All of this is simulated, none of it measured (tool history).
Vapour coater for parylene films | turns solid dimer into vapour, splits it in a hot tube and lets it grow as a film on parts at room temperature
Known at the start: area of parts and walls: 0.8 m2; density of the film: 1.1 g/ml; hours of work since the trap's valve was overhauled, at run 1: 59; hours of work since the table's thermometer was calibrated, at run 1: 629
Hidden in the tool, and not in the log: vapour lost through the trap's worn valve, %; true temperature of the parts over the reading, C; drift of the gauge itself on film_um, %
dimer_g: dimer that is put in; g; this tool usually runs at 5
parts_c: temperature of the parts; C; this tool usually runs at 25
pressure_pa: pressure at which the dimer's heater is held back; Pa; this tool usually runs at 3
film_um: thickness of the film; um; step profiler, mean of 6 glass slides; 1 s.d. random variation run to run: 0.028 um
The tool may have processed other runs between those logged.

run	hour	dimer_g	parts_c	pressure_pa	hours of work since the trap's valve was overhauled	hours of work since the table's thermometer was calibrated	film_um
1	0	5	25	3	59	629	4.09
2	26.4	5	25	3	75	645	4.07
3	69.5	5	25	3	101	670	3.99
4	95.7	5	25	3	116	686	4.03
5	136.1	5	25	3	140	710	4
6	169.7	8	25	3	160	730	6.38
7	218.9	8	25	3	190	759	6.32
8	244.5	8	25	6.35	205	775	5.78
9	274	8	25	6.35	222	792	5.82
10	324.9	8	25	6.35	253	822	5.7
11	377.7	8	25	6.35	284	854	5.7
12	430.6	5	25	9.61	316	885	3.33
13	470.2	5	25	3	339	909	3.81
14	507.4	5	25	3	361	931	3.84
15	544.1	5	18	3	383	953	4.32
16	593.6	4	25	3	413	982	3.05
17	623.2	7	25	3	430	1000	5.36
18	650	7	25	3	446	1016	5.26
# hour 653.4: table's thermometer calibrated
19	676.5	5	25	3	462	14	3.74
20	711.5	5	25	3	482	35	3.75
21	744.8	5	25	3	502	54	3.68
22	777.3	5	18	7.18	522	74	3.8
23	810.5	5	29	2.4	541	94	3.47
# hour 824.3: table's thermometer calibrated, once more
24	857.1	4	25	3.71	569	20	2.86
25	910.7	4	25	3.71	600	51	2.86
# hour 934.1: trap's valve overhauled
26	946.9	9	27	4.15	8	71	6.77
27	980.2	7	17	6.32	27	90	6.03
28	1034.5	2	20	10.75	60	123	1.54
29	1070.3	5	29	7.6	81	144	3.31
30	1102.1	5	29	7.6	100	163	3.35
31	1154.7	5	25	10.74	131	194	3.45
32	1190.1	3	25	5.96	152	216	2.18
33	1234.6	3	24	2.3	179	242	2.44
34	1263.9	7	19	3.04	196	259	6.05
35	1302.7	7	19	3.04	220	283	6.03
36	1356.2	7	19	3.04	251	314	6.11
37	1380.2	7	23	3.04	266	329	5.61
38	1405.7	5	25	10.72	281	344	3.32
39	1439.7	3	25	7.31	301	364	2.07
40	1479.3	9	25	6.51	325	388	6.28
41	1521.3	5	31	4.85	350	413	3.21
42	1561.9	3	29	3.62	374	437	2.08

Take each entry between the runs: how does the hidden state at the last listed run before it differ from the hidden state at the first listed run after it?
Logged between run 18 and run 19: table's thermometer calibrated (hour 653.4)
  vapour lost through the trap's worn valve, %: 8.7 -> 9; true temperature of the parts over the reading, C: 0.36 -> 0.55
  the result without the hidden state subtracted from the measured one, film_um: -0.54 -> -0.41 um
Logged between run 23 and run 24: table's thermometer calibrated, once more (hour 824.3)
  vapour lost through the trap's worn valve, %: 10.5 -> 11; true temperature of the parts over the reading, C: 0.57 -> 0.15
  the result without the hidden state subtracted from the measured one, film_um: -0.45 -> -0.37 um
Logged between run 25 and run 26: trap's valve overhauled (hour 934.1)
  vapour lost through the trap's worn valve, %: 11.6 -> 1.2
  the result without the hidden state subtracted from the measured one, film_um: -0.39 -> -0.1 um
